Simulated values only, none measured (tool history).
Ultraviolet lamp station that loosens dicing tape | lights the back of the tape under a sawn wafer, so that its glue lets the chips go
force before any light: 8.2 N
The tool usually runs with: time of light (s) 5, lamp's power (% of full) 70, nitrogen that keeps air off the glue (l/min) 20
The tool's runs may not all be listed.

run,hour,time of light (s),lamp's power (% of full),nitrogen that keeps air off the glue (l/min),force that peels the tape off (N),light that reached the tape (J/m2)
1,0,5,70,20,0.821,3050
2,32.6,5,70,20,0.865,3020
3,67.5,5,77,20,0.743,3330
4,97,7,70,20,0.473,4170
5,127,7,70,20,0.49,4100
6,156.4,7,70,20,0.508,4050
7,178.2,7,70,20,0.529,3990
8,214.1,7,70,20,0.391,4530
9,236.1,7,70,20,0.408,4470
10,252.1,5,70,20,0.792,3190
11,273.3,5,70,20,0.812,3160
12,309.9,5,70,20,0.837,3130
13,337.4,5,70,20,0.862,3070
14,358.1,5,67,20,0.913,2950
15,374.9,2,70,20,3.199,1240
16,404,2,70,8,3.819,1240
17,440.8,2,70,8,4.02,1170
18,472,5,70,28,0.812,2930
19,509,5,70,28,0.873,2910
20,539.2,5,70,20,0.981,2810
21,566.2,5,70,12,1.314,2820
22,593.1,5,70,16,1.119,2800
23,620.3,5,80,25,0.749,3190
24,646.2,5,80,25,0.765,3120
25,672.7,4,60,28,1.79,1850
26,690.8,4,60,28,1.845,1870
27,728.2,4,60,28,1.536,2100
28,761.3,7,72,28,0.383,4270
29,794.6,2,86,28,2.569,1430
30,811.8,7,96,7,0.477,5650
31,834.5,7,69,34,0.435,4000
32,857.3,7,69,13,0.65,3940
33,880.4,3,87,28,1.4,2080
34,906.1,7,99,8,0.437,5570
35,931.6,3,92,16,1.656,2180
36,956.2,3,92,16,1.718,2160
37,985.8,7,70,34,0.458,3840
38,1006.1,8,74,15,0.444,4530
39,1029.8,9,69,7,0.654,4750
40,1058.3,9,62,26,0.418,4200
41,1094.3,9,62,26,0.442,4080
42,1128.8,9,62,26,0.437,4110
43,1152.1,5,93,20,0.732,3380

Taken out of this log: 2 entries between the listed runs. Where each belongs, and how the hidden state differs across it:
From run 7 to run 8: window cleaned of glue's vapour (hour 212.9)
  lamp's light, % of a new lamp's: 94 -> 93.6; light that the window lets through, % of a clean one's: 87.4 -> 99.6
  difference, measured minus the result without the unlogged condition, force that peels the tape off (N): +0.16 -> +0.047; light that reached the tape (J/m2): -870 -> -330
From run 26 to run 27: window cleaned of glue's vapour (hour 697.4)
  lamp's light, % of a new lamp's: 88.1 -> 87.7; light that the window lets through, % of a clean one's: 87.5 -> 98.6
  difference, measured minus the result without the unlogged condition, force that peels the tape off (N): +0.623 -> +0.327; light that reached the tape (J/m2): -550 -> -330

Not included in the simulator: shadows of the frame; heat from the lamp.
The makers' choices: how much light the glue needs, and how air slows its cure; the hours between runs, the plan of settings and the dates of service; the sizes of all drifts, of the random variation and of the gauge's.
